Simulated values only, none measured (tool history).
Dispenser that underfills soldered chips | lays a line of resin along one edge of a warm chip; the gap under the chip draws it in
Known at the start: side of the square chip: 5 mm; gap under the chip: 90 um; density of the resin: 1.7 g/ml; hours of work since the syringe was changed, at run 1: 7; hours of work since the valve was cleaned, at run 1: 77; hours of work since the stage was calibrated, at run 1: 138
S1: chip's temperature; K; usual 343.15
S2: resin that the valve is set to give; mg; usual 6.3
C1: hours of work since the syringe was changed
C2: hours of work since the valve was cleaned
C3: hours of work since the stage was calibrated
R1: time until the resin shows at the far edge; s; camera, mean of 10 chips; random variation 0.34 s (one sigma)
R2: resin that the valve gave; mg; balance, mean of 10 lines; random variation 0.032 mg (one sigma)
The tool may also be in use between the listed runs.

run,hour,S1,S2,C1,C2,C3,R1,R2
1,0,343.15,6.3,7,77,138,19.9,5.94
# hour 5.3: new syringe of resin
2,6,332.15,6.3,0,81,142,26.6,5.96
3,10.6,332.15,7.45,3,84,145,29.1,7.04
4,16,343.15,6.3,7,87,148,20.1,5.91
# hour 21.5: new syringe of resin
5,22.4,343.15,6.3,1,91,152,15.7,5.93
6,27.3,343.15,5.99,4,94,155,18.2,5.63
7,31.8,352.15,6.3,7,97,158,13.1,5.85
8,34.9,343.15,6.3,9,99,160,21.9,5.89
# hour 37.5: new syringe of resin
9,39.3,343.15,6.3,1,102,163,15.8,5.84
10,43,343.15,6.58,4,104,165,16.7,6.1
11,46.6,343.15,6.92,6,107,168,18.6,6.4
12,50.6,343.15,7.1,8,109,170,20.2,6.5
# hour 53.6: new syringe of resin
# hour 54.6: dispensing valve cleaned and set on the balance
13,57,343.15,7.1,2,2,173,15.8,7.15
14,59.8,343.15,7.1,3,3,175,17.2,7.12
15,63,343.15,7.1,5,5,177,19,7.1
16,67.9,343.15,7.1,9,9,181,21.2,7.01
# hour 70.6: new syringe of resin
17,73.9,343.15,7.1,2,12,184,16.1,7.02
18,77,343.15,7.1,4,14,186,16.7,7.07
19,81.1,337.15,7.41,7,17,189,25.5,7.39
20,84.3,343.15,6.88,9,19,191,20.4,6.84
# hour 86.8: new syringe of resin
21,88.6,343.15,6.88,1,22,194,15.4,6.8
22,93.8,336.15,7.86,5,25,197,24,7.74
23,98.1,338.15,5.53,7,28,200,25.7,5.4
# hour 103: new syringe of resin
24,104.7,335.15,5.71,1,32,204,22.8,5.54
25,109.9,335.15,5.71,4,35,207,27.1,5.57
26,112.8,335.15,5.71,6,37,209,28.1,5.5
27,117.9,335.15,5.71,10,40,212,32.5,5.56
# hour 119.2: new syringe of resin
28,122.7,331.15,5.76,2,43,215,29.5,5.55
29,128.4,333.15,6.35,6,47,219,30.6,6.1
30,131.4,335.15,6.25,8,49,221,29.4,6.02
# hour 135.4: new syringe of resin
31,136.9,347.15,7.88,1,52,224,12.9,7.59
32,140.5,332.15,7.2,3,55,227,28.3,6.92
33,145.7,334.15,8.13,7,58,230,29.9,7.81
# hour 151.2: new syringe of resin
34,151.2,334.15,8.13,0,61,233,22,7.79
35,154.3,354.15,5.94,2,64,235,10.3,5.72
36,160.5,352.15,6.32,6,68,239,12.4,5.96

Measured less the same run without the tool's hidden state. The same run-to-run variation is in both; the gauge's scatter may not be:
The hidden state here: resin's viscosity, % of fresh resin's; dose that the valve gives, % of what is set; true chip temperature over the reading, C; drift of the gauge itself on fill_s, %; drift of the gauge itself on given_mg, %.
run,R1,R2
1,+4,-0.34
2,-0.5,-0.35
3,+2.7,-0.43
4,+4.4,-0.38
5,-0.2,-0.4
6,+2,-0.4
7,+2.7,-0.43
8,+5.7,-0.44
9,-0.2,-0.45
10,+1.3,-0.48
11,+3.1,-0.51
12,+4.9,-0.55
13,+0.2,+0
14,+1.4,-0.01
15,+2.8,-0.02
16,+5.3,-0.04
17,+0,-0.06
18,+1.3,-0.07
19,+4.3,-0.08
20,+4.8,-0.08
21,-0.6,-0.09
22,+2.2,-0.13
23,+4.8,-0.1
24,-0.8,-0.13
25,+2.5,-0.13
26,+4.4,-0.15
27,+8.4,-0.15
28,+0.5,-0.17
29,+4.5,-0.21
30,+6.2,-0.22
31,-0.5,-0.29
32,+1.4,-0.27
33,+4.9,-0.33
34,-2,-0.35
35,+0.1,-0.26
36,+1.9,-0.3
